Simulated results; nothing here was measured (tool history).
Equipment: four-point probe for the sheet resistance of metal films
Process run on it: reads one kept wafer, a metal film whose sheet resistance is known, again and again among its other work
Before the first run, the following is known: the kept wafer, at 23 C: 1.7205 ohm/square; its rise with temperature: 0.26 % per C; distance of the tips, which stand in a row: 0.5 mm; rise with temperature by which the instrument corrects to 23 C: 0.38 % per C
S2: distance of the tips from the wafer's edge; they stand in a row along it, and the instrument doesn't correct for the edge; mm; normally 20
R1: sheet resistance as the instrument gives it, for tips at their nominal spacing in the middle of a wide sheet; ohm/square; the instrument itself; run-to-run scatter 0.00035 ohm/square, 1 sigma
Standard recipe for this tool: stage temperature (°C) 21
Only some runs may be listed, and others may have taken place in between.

Run 1, hour 0.0: usual settings. Result: R1 1.719034 ohm/square.
Run 2, hour 55.5: usual settings. Result: R1 1.718427 ohm/square.
Run 3, hour 120.4: usual settings. Result: R1 1.718822 ohm/square.
Run 4, hour 159.1: usual settings. Result: R1 1.718837 ohm/square.
Run 5, hour 207.4: usual settings. Result: R1 1.717935 ohm/square.
Run 6, hour 271.6: usual settings. Result: R1 1.717226 ohm/square.
Run 7, hour 319.9: usual settings. Result: R1 1.716735 ohm/square.
Run 8, hour 359.0: usual settings. Result: R1 1.717475 ohm/square.
Run 9, hour 405.2: usual settings. Result: R1 1.717025 ohm/square.
Run 10, hour 442.1: usual settings but stage temperature (°C) 20. Result: R1 1.718871 ohm/square.
Run 11, hour 473.0: usual settings but stage temperature (°C) 20. Result: R1 1.718735 ohm/square.
Run 12, hour 501.7: usual settings but stage temperature (°C) 18. Result: R1 1.722244 ohm/square.
Run 13, hour 566.1: usual settings. Result: R1 1.715328 ohm/square.
Run 14, hour 605.0: usual settings. Result: R1 1.715790 ohm/square.
Run 15, hour 663.5: usual settings. Result: R1 1.715252 ohm/square.
Run 16, hour 713.3: usual settings but S2 26 mm. Result: R1 1.714410 ohm/square.
Run 17, hour 741.3: usual settings but stage temperature (°C) 19, S2 64 mm. Result: R1 1.718238 ohm/square.
Run 18, hour 786.3: usual settings but stage temperature (°C) 26. Result: R1 1.704324 ohm/square.
Run 19, hour 828.2: usual settings but stage temperature (°C) 22, S2 18 mm. Result: R1 1.711720 ohm/square.
Run 20, hour 873.2: usual settings but stage temperature (°C) 22, S2 18 mm. Result: R1 1.711926 ohm/square.
Run 21, hour 927.7: usual settings but stage temperature (°C) 22, S2 18 mm. Result: R1 1.711570 ohm/square.
Run 22, hour 958.7: usual settings but stage temperature (°C) 22, S2 18 mm. Result: R1 1.711174 ohm/square.
Run 23, hour 1003.1: usual settings but S2 3 mm. Result: R1 1.737626 ohm/square.
Run 24, hour 1058.6: usual settings but stage temperature (°C) 34, S2 4 mm. Result: R1 1.699159 ohm/square.
Run 25, hour 1089.8: usual settings but stage temperature (°C) 32, S2 12 mm. Result: R1 1.690333 ohm/square.
Run 26, hour 1135.3: usual settings but stage temperature (°C) 32, S2 12 mm. Result: R1 1.690287 ohm/square.
Run 27, hour 1184.5: usual settings but stage temperature (°C) 24, S2 5 mm. Result: R1 1.713268 ohm/square.
Run 28, hour 1222.0: usual settings but stage temperature (°C) 18, S2 23 mm. Result: R1 1.717684 ohm/square.
Run 29, hour 1284.9: usual settings but stage temperature (°C) 33, S2 23 mm. Result: R1 1.686457 ohm/square.
Run 30, hour 1339.8: usual settings but stage temperature (°C) 34, S2 33 mm. Result: R1 1.683911 ohm/square.
Run 31, hour 1366.8: usual settings but stage temperature (°C) 26, S2 7 mm. Result: R1 1.704819 ohm/square.

Subtracting, for every run, the result it would have given without the tool's unlogged condition from the measured result gives the following. The same run-to-run variation enters both numbers; the gauge's scatter may not:
What the log doesn't record here: inner tips' distance over the nominal, %; tips' flats over new ones', %; wafer's true temperature over the reading, C; drift of the gauge itself on sheet_ohm, %.
run         R1
  1  -0.006111
  2  -0.006477
  3  -0.006866
  4  -0.007123
  5  -0.007416
  6  -0.007828
  7  -0.008127
  8  -0.008390
  9  -0.008671
 10  -0.008934
 11  -0.009121
 12  -0.009328
 13  -0.009706
 14  -0.009936
 15  -0.010312
 16  -0.010615
 17  -0.010833
 18  -0.010979
 19  -0.011337
 20  -0.011622
 21  -0.011967
 22  -0.012146
 23  -0.012615
 24  -0.012580
 25  -0.012745
 26  -0.013021
 27  -0.013560
 28  -0.013875
 29  -0.013898
 30  -0.014199
 31  -0.014598
